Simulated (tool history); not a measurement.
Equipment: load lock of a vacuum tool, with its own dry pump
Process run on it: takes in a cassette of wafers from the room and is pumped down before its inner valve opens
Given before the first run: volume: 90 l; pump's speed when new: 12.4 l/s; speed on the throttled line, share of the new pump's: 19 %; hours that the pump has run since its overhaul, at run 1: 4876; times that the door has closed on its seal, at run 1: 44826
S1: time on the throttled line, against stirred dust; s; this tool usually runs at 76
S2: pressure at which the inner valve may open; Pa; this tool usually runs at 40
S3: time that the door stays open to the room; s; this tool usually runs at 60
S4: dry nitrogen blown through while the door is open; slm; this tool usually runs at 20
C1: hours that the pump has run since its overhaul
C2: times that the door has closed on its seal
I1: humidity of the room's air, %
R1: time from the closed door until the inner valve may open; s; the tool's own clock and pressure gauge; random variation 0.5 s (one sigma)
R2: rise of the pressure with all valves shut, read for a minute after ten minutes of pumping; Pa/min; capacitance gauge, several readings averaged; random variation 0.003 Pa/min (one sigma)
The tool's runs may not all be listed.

run 1 hour=0 | S1=76 S2=40 S3=60 S4=20 | C1=4876 C2=44826 | I1=42.7 | R1=119 R2=0.032
run 2 hour=141.5 | S1=76 S2=40 S3=60 S4=20 | C1=5017 C2=45467 | I1=46.5 | R1=119 R2=0.034
run 3 hour=391.5 | S1=76 S2=40 S3=60 S4=20 | C1=5267 C2=46598 | I1=42.3 | R1=118.7 R2=0.031
run 4 hour=548.8 | S1=76 S2=40 S3=60 S4=20 | C1=5424 C2=47310 | I1=43.7 | R1=117.9 R2=0.033
run 5 hour=654.9 | S1=76 S2=40 S3=60 S4=13 | C1=5530 C2=47790 | I1=42.8 | R1=118.8 R2=0.042
run 6 hour=808.4 | S1=76 S2=40 S3=60 S4=13 | C1=5684 C2=48485 | I1=48.5 | R1=118.5 R2=0.04
run 7 hour=947.4 | S1=76 S2=40 S3=60 S4=13 | C1=5823 C2=49114 | I1=48.4 | R1=118.7 R2=0.048
run 8 hour=1095.3 | S1=76 S2=50 S3=60 S4=20 | C1=5971 C2=49783 | I1=43.6 | R1=117.1 R2=0.036
run 9 hour=1223.5 | S1=76 S2=50 S3=60 S4=20 | C1=6099 C2=50363 | I1=48.4 | R1=115.9 R2=0.041
run 10 hour=1416.6 | S1=76 S2=50 S3=60 S4=20 | C1=6292 C2=51237 | I1=48.4 | R1=116.9 R2=0.032
run 11 hour=1592.4 | S1=76 S2=50 S3=60 S4=20 | C1=6468 C2=52033 | I1=44.6 | R1=116.9 R2=0.036
run 12 hour=1758.4 | S1=76 S2=50 S3=60 S4=20 | C1=6634 C2=52784 | I1=48.4 | R1=117.1 R2=0.036
run 13 hour=1909.2 | S1=76 S2=50 S3=60 S4=20 | C1=6785 C2=53466 | I1=47.6 | R1=116.1 R2=0.038
run 14 hour=2135.1 | S1=76 S2=50 S3=60 S4=20 | C1=7011 C2=54488 | I1=45.8 | R1=116.7 R2=0.04
run 15 hour=2239.3 | S1=76 S2=40 S3=41 S4=20 | C1=7115 C2=54960 | I1=45.6 | R1=118.6 R2=0.029
run 16 hour=2474.7 | S1=76 S2=40 S3=60 S4=20 | C1=7350 C2=56025 | I1=42.6 | R1=117.4 R2=0.034
run 17 hour=2731.5 | S1=76 S2=40 S3=60 S4=20 | C1=7607 C2=57187 | I1=45.2 | R1=118.3 R2=0.038
run 18 hour=2872.1 | S1=76 S2=40 S3=60 S4=20 | C1=7748 C2=57824 | I1=41.1 | R1=118.7 R2=0.027
run 19 hour=3102 | S1=76 S2=40 S3=60 S4=20 | C1=7978 C2=58864 | I1=46.5 | R1=119.6 R2=0.033
run 20 hour=3331.4 | S1=59 S2=52 S3=32 S4=19 | C1=8207 C2=59902 | I1=41.8 | R1=102.7 R2=0.033
run 21 hour=3448 | S1=38 S2=30 S3=70 S4=42 | C1=8324 C2=60430 | I1=45.2 | R1=89.6 R2=0.031
run 22 hour=3585 | S1=76 S2=73 S3=60 S4=11 | C1=8461 C2=61050 | I1=43.9 | R1=114 R2=0.042
run 23 hour=3690.5 | S1=76 S2=73 S3=60 S4=11 | C1=8566 C2=61527 | I1=46 | R1=113.8 R2=0.046
run 24 hour=3945.7 | S1=76 S2=73 S3=90 S4=11 | C1=8821 C2=62682 | I1=46.3 | R1=114.9 R2=0.056
run 25 hour=4182.5 | S1=68 S2=46 S3=90 S4=11 | C1=9058 C2=63754 | I1=44.1 | R1=110 R2=0.058
run 26 hour=4409 | S1=51 S2=40 S3=60 S4=7 | C1=9285 C2=64779 | I1=47.3 | R1=98.1 R2=0.054
run 27 hour=4636.9 | S1=143 S2=51 S3=60 S4=21 | C1=9512 C2=65810 | I1=45.7 | R1=171.5 R2=0.037
run 28 hour=4750.4 | S1=77 S2=40 S3=34 S4=20 | C1=9626 C2=66324 | I1=47.1 | R1=119.2 R2=0.028
run 29 hour=4983.8 | S1=77 S2=40 S3=29 S4=20 | C1=9859 C2=67380 | I1=42.3 | R1=119.8 R2=0.025
-- hour=5152.1 door's seal changed, seat wiped
run 30 hour=5240.6 | S1=46 S2=40 S3=25 S4=20 | C1=10115 C2=400 | I1=45.4 | R1=94.6 R2=0.017
run 31 hour=5348.2 | S1=46 S2=40 S3=25 S4=20 | C1=10222 C2=887 | I1=44.2 | R1=93.8 R2=0.018
run 32 hour=5586 | S1=46 S2=67 S3=25 S4=20 | C1=10460 C2=1964 | I1=45.2 | R1=90.6 R2=0.02
run 33 hour=5739.6 | S1=46 S2=67 S3=25 S4=20 | C1=10614 C2=2658 | I1=45.6 | R1=90.6 R2=0.015
run 34 hour=5977.7 | S1=46 S2=67 S3=25 S4=20 | C1=10852 C2=3736 | I1=44.1 | R1=89.9 R2=0.022
run 35 hour=6191.6 | S1=125 S2=71 S3=126 S4=8 | C1=11066 C2=4704 | I1=42 | R1=153.7 R2=0.064
run 36 hour=6399.8 | S1=76 S2=40 S3=99 S4=20 | C1=11274 C2=5646 | I1=47 | R1=118.4 R2=0.044
run 37 hour=6551 | S1=60 S2=40 S3=99 S4=20 | C1=11425 C2=6330 | I1=42.7 | R1=104.9 R2=0.04

Here are 3 independent what-if runs from the current tool condition. What would each one return?
run A hour=6790 | S1=60 S2=40 S3=99 S4=41 | C1=11664 C2=7412 | I1=43.5 | R1=? R2=?
run B hour=6790 | S1=57 S2=40 S3=99 S4=20 | C1=11664 C2=7412 | I1=43.8 | R1=? R2=?
run C hour=6790 | S1=76 S2=67 S3=67 S4=20 | C1=11664 C2=7412 | I1=44.1 | R1=? R2=?

run=A R1=105.7 R2=0.026
run=B R1=103.6 R2=0.044
run=C R1=115.5 R2=0.035
Had the tool no hidden state, the same runs would have come out as:
run=A R1=105.7 R2=0.026
run=B R1=103.6 R2=0.044
run=C R1=115.5 R2=0.035

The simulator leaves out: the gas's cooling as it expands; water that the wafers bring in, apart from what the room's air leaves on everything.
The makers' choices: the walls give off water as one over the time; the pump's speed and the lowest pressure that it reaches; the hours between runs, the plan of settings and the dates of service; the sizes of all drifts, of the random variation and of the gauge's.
